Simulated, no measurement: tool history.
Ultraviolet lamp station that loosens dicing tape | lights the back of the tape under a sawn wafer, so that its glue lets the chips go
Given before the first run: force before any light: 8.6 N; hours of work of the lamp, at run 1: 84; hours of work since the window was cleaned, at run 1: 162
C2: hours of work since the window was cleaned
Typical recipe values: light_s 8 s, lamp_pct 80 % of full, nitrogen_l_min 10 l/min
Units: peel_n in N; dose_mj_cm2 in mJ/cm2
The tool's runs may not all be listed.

run 1 hour=0.0 | light_s=8 lamp_pct=80 nitrogen_l_min=10 | hours_of_work_of_the_lamp=84 C2=162 | peel_n=0.222 dose_mj_cm2=391
run 2 hour=60.6 | light_s=4 lamp_pct=80 nitrogen_l_min=10 | hours_of_work_of_the_lamp=120 C2=198 | peel_n=1.245 dose_mj_cm2=189
run 3 hour=113.2 | light_s=8 lamp_pct=80 nitrogen_l_min=10 | hours_of_work_of_the_lamp=150 C2=229 | peel_n=0.242 dose_mj_cm2=369
run 4 hour=153.4 | light_s=8 lamp_pct=80 nitrogen_l_min=10 | hours_of_work_of_the_lamp=174 C2=252 | peel_n=0.244 dose_mj_cm2=365
run 5 hour=206.9 | light_s=8 lamp_pct=80 nitrogen_l_min=10 | hours_of_work_of_the_lamp=206 C2=284 | peel_n=0.274 dose_mj_cm2=359
run 6 hour=271.6 | light_s=8 lamp_pct=80 nitrogen_l_min=9 | hours_of_work_of_the_lamp=244 C2=322 | peel_n=0.311 dose_mj_cm2=345
run 7 hour=341.5 | light_s=8 lamp_pct=80 nitrogen_l_min=9 | hours_of_work_of_the_lamp=285 C2=363 | peel_n=0.321 dose_mj_cm2=340
-- hour=373.7 window cleaned of glue's vapour
run 8 hour=399.7 | light_s=8 lamp_pct=80 nitrogen_l_min=6 | hours_of_work_of_the_lamp=318 C2=15 | peel_n=0.314 dose_mj_cm2=377
run 9 hour=464.8 | light_s=8 lamp_pct=80 nitrogen_l_min=10 | hours_of_work_of_the_lamp=357 C2=53 | peel_n=0.242 dose_mj_cm2=366
run 10 hour=531.4 | light_s=8 lamp_pct=93 nitrogen_l_min=10 | hours_of_work_of_the_lamp=396 C2=93 | peel_n=0.175 dose_mj_cm2=415
run 11 hour=561.1 | light_s=8 lamp_pct=93 nitrogen_l_min=17 | hours_of_work_of_the_lamp=413 C2=110 | peel_n=0.139 dose_mj_cm2=405
run 12 hour=628.8 | light_s=8 lamp_pct=75 nitrogen_l_min=17 | hours_of_work_of_the_lamp=453 C2=150 | peel_n=0.280 dose_mj_cm2=322
run 13 hour=669.6 | light_s=8 lamp_pct=75 nitrogen_l_min=17 | hours_of_work_of_the_lamp=477 C2=174 | peel_n=0.298 dose_mj_cm2=317
run 14 hour=726.0 | light_s=8 lamp_pct=75 nitrogen_l_min=17 | hours_of_work_of_the_lamp=510 C2=207 | peel_n=0.299 dose_mj_cm2=314
run 15 hour=795.6 | light_s=8 lamp_pct=100 nitrogen_l_min=12 | hours_of_work_of_the_lamp=551 C2=248 | peel_n=0.168 dose_mj_cm2=404
run 16 hour=841.8 | light_s=5 lamp_pct=97 nitrogen_l_min=8 | hours_of_work_of_the_lamp=578 C2=275 | peel_n=0.874 dose_mj_cm2=239
run 17 hour=871.4 | light_s=5 lamp_pct=97 nitrogen_l_min=8 | hours_of_work_of_the_lamp=595 C2=292 | peel_n=0.891 dose_mj_cm2=238
run 18 hour=912.1 | light_s=4 lamp_pct=90 nitrogen_l_min=14 | hours_of_work_of_the_lamp=619 C2=316 | peel_n=1.343 dose_mj_cm2=168
run 19 hour=964.7 | light_s=4 lamp_pct=85 nitrogen_l_min=14 | hours_of_work_of_the_lamp=650 C2=347 | peel_n=1.561 dose_mj_cm2=159
run 20 hour=1020.9 | light_s=9 lamp_pct=83 nitrogen_l_min=5 | hours_of_work_of_the_lamp=683 C2=380 | peel_n=0.474 dose_mj_cm2=345
-- hour=1024.9 window cleaned of glue's vapour
run 21 hour=1071.6 | light_s=9 lamp_pct=83 nitrogen_l_min=5 | hours_of_work_of_the_lamp=713 C2=27 | peel_n=0.360 dose_mj_cm2=377
run 22 hour=1133.4 | light_s=11 lamp_pct=93 nitrogen_l_min=6 | hours_of_work_of_the_lamp=749 C2=64 | peel_n=0.137 dose_mj_cm2=510
run 23 hour=1182.5 | light_s=5 lamp_pct=64 nitrogen_l_min=6 | hours_of_work_of_the_lamp=778 C2=93 | peel_n=2.083 dose_mj_cm2=153
run 24 hour=1226.4 | light_s=5 lamp_pct=64 nitrogen_l_min=6 | hours_of_work_of_the_lamp=804 C2=118 | peel_n=2.128 dose_mj_cm2=151
run 25 hour=1258.2 | light_s=8 lamp_pct=77 nitrogen_l_min=7 | hours_of_work_of_the_lamp=822 C2=137 | peel_n=0.581 dose_mj_cm2=292
run 26 hour=1297.9 | light_s=11 lamp_pct=70 nitrogen_l_min=7 | hours_of_work_of_the_lamp=846 C2=160 | peel_n=0.342 dose_mj_cm2=356
run 27 hour=1347.9 | light_s=14 lamp_pct=70 nitrogen_l_min=7 | hours_of_work_of_the_lamp=875 C2=190 | peel_n=0.187 dose_mj_cm2=444

Below are 3 alternative next runs, each starting from the tool's condition after run 27. Predict each:
run A hour=1415.0 | light_s=4 lamp_pct=96 nitrogen_l_min=17 | hours_of_work_of_the_lamp=914 C2=229 | peel_n=? dose_mj_cm2=?
run B hour=1415.0 | light_s=7 lamp_pct=80 nitrogen_l_min=3 | hours_of_work_of_the_lamp=914 C2=229 | peel_n=? dose_mj_cm2=?
run C hour=1415.0 | light_s=14 lamp_pct=71 nitrogen_l_min=8 | hours_of_work_of_the_lamp=914 C2=229 | peel_n=? dose_mj_cm2=?

run=A peel_n=1.289 dose_mj_cm2=172
run=B peel_n=1.350 dose_mj_cm2=247
run=C peel_n=0.172 dose_mj_cm2=436
Without the tool's hidden state the same runs would have given:
run=A peel_n=0.546 dose_mj_cm2=254
run=B peel_n=0.578 dose_mj_cm2=365
run=C peel_n=0.073 dose_mj_cm2=646
